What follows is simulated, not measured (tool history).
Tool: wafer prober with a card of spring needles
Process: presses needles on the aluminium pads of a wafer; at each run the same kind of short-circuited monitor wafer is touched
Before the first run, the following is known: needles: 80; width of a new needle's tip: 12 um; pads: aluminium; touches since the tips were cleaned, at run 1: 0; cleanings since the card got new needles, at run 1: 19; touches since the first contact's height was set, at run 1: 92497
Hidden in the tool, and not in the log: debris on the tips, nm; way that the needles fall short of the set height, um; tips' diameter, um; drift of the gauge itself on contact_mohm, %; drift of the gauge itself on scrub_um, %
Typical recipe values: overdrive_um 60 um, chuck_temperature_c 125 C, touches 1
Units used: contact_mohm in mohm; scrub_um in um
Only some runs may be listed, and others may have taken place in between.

| run | hour | overdrive_um | chuck_temperature_c | touches | touches since the tips were cleaned | cleanings since the card got new needles | touches since the first contact's height was set | contact_mohm | scrub_um |
|---|---|---|---|---|---|---|---|---|---|
| 1 | 0 | 60 | 125 | 1 | 0 | 19 | 92497 | 140 | 9.36 |
|  | 10.4 | tips cleaned on abrasive film |
|  | 20.6 | tips cleaned on abrasive film |
| 2 | 27.5 | 60 | 125 | 1 | 3217 | 21 | 105208 | 138 | 9.3 |
|  | 31.5 | tips cleaned on abrasive film |
|  | 41.3 | tips cleaned on abrasive film |
|  | 50.9 | tips cleaned on abrasive film |
| 3 | 50.9 | 60 | 125 | 1 | 0 | 24 | 115981 | 139 | 9.27 |
|  | 60.9 | tips cleaned on abrasive film |
|  | 71.1 | tips cleaned on abrasive film |
| 4 | 74.6 | 60 | 125 | 1 | 1631 | 26 | 126938 | 137 | 9.35 |
|  | 82 | tips cleaned on abrasive film |
|  | 92.3 | tips cleaned on abrasive film |
| 5 | 92.6 | 60 | 125 | 1 | 122 | 28 | 135227 | 139 | 9.36 |
|  | 101.8 | tips cleaned on abrasive film |
| 6 | 108.3 | 60 | 125 | 1 | 3033 | 29 | 142497 | 140 | 9.37 |
|  | 112.8 | tips cleaned on abrasive film |
|  | 122.1 | tips cleaned on abrasive film |
|  | 131.8 | tips cleaned on abrasive film |
| 7 | 132.9 | 60 | 125 | 1 | 497 | 32 | 153823 | 138 | 9.22 |
|  | 142.1 | tips cleaned on abrasive film |
|  | 151.7 | tips cleaned on abrasive film |
| 8 | 153.1 | 60 | 125 | 1 | 651 | 34 | 163171 | 137 | 9.27 |
|  | 160.9 | tips cleaned on abrasive film |
| 9 | 167.9 | 60 | 125 | 1 | 3251 | 35 | 170004 | 138 | 9.3 |
|  | 170.9 | tips cleaned on abrasive film |
|  | 171.2 | height of the first contact set anew |
| 10 | 179.9 | 60 | 125 | 1 | 4066 | 36 | 4066 | 137 | 9.26 |
|  | 181.9 | tips cleaned on abrasive film |
|  | 192.6 | tips cleaned on abrasive film |
| 11 | 199.6 | 60 | 125 | 1 | 3254 | 38 | 13126 | 138 | 9.27 |
|  | 202.9 | tips cleaned on abrasive film |
|  | 212.7 | tips cleaned on abrasive film |
| 12 | 216.3 | 60 | 125 | 1 | 1697 | 40 | 20837 | 139 | 9.31 |
|  | 222 | tips cleaned on abrasive film |
| 13 | 227.9 | 60 | 125 | 1 | 2762 | 41 | 26205 | 138 | 9.35 |
|  | 232.3 | tips cleaned on abrasive film |
|  | 243.2 | tips cleaned on abrasive film |
| 14 | 251.3 | 60 | 125 | 2 | 3813 | 43 | 37022 | 136 | 9.26 |
|  | 252.9 | tips cleaned on abrasive film |
|  | 263.6 | tips cleaned on abrasive film |
|  | 272.6 | tips cleaned on abrasive film |
| 15 | 276.8 | 60 | 97 | 2 | 1948 | 46 | 48763 | 132 | 9.27 |
|  | 282.5 | tips cleaned on abrasive film |
|  | 292.3 | tips cleaned on abrasive film |
|  | 302.6 | tips cleaned on abrasive film |
| 16 | 304.4 | 60 | 97 | 2 | 834 | 49 | 61461 | 134 | 9.28 |
|  | 313.4 | tips cleaned on abrasive film |
|  | 323.1 | tips cleaned on abrasive film |
| 17 | 325.8 | 60 | 38 | 2 | 1237 | 51 | 71344 | 123 | 9.31 |
|  | 333 | tips cleaned on abrasive film |
|  | 342.4 | tips cleaned on abrasive film |
| 18 | 346.7 | 59 | 29 | 1 | 2031 | 53 | 81021 | 123 | 9.08 |
|  | 352.1 | tips cleaned on abrasive film |
|  | 362.9 | tips cleaned on abrasive film |
| 19 | 366 | 53 | 57 | 1 | 1448 | 55 | 89909 | 131 | 8.22 |
|  | 372.7 | tips cleaned on abrasive film |
|  | 383.3 | tips cleaned on abrasive film |
|  | 392.6 | tips cleaned on abrasive film |
| 20 | 392.6 | 60 | 84 | 2 | 0 | 58 | 102173 | 133 | 9.3 |
|  | 402.8 | tips cleaned on abrasive film |
| 21 | 410.6 | 60 | 77 | 1 | 3639 | 59 | 110501 | 130 | 9.28 |
|  | 412.7 | tips cleaned on abrasive film |
|  | 421.9 | tips cleaned on abrasive film |
| 22 | 428.1 | 60 | 77 | 1 | 2859 | 61 | 118556 | 132 | 9.22 |
|  | 432.1 | tips cleaned on abrasive film |
|  | 441.4 | tips cleaned on abrasive film |
| 23 | 447 | 59 | 42 | 1 | 2619 | 63 | 127298 | 125 | 9.15 |
|  | 451.2 | tips cleaned on abrasive film |
|  | 460.6 | tips cleaned on abrasive film |
|  | 470 | tips cleaned on abrasive film |
| 24 | 474.9 | 59 | 42 | 1 | 2268 | 66 | 140156 | 127 | 9.18 |
|  | 479.1 | tips cleaned on abrasive film |
|  | 490.2 | tips cleaned on abrasive film |
| 25 | 494.8 | 68 | 42 | 1 | 2140 | 68 | 149325 | 122 | 10.57 |

What will run 26 give?
|  | 500.4 | tips cleaned on abrasive film |
|  | 510.3 | tips cleaned on abrasive film |
|  | 520.3 | tips cleaned on abrasive film |
| 26 | 521.8 | 68 | 42 | 1 | 697 | 71 | 161780 | ? | ? |

{"run 26": {"contact_mohm": 122, "scrub_um": 10.43}}
On a tool with no hidden condition, and with the same random variation, this run would have come out at contact_mohm 121 mohm, scrub_um 10.45 um.
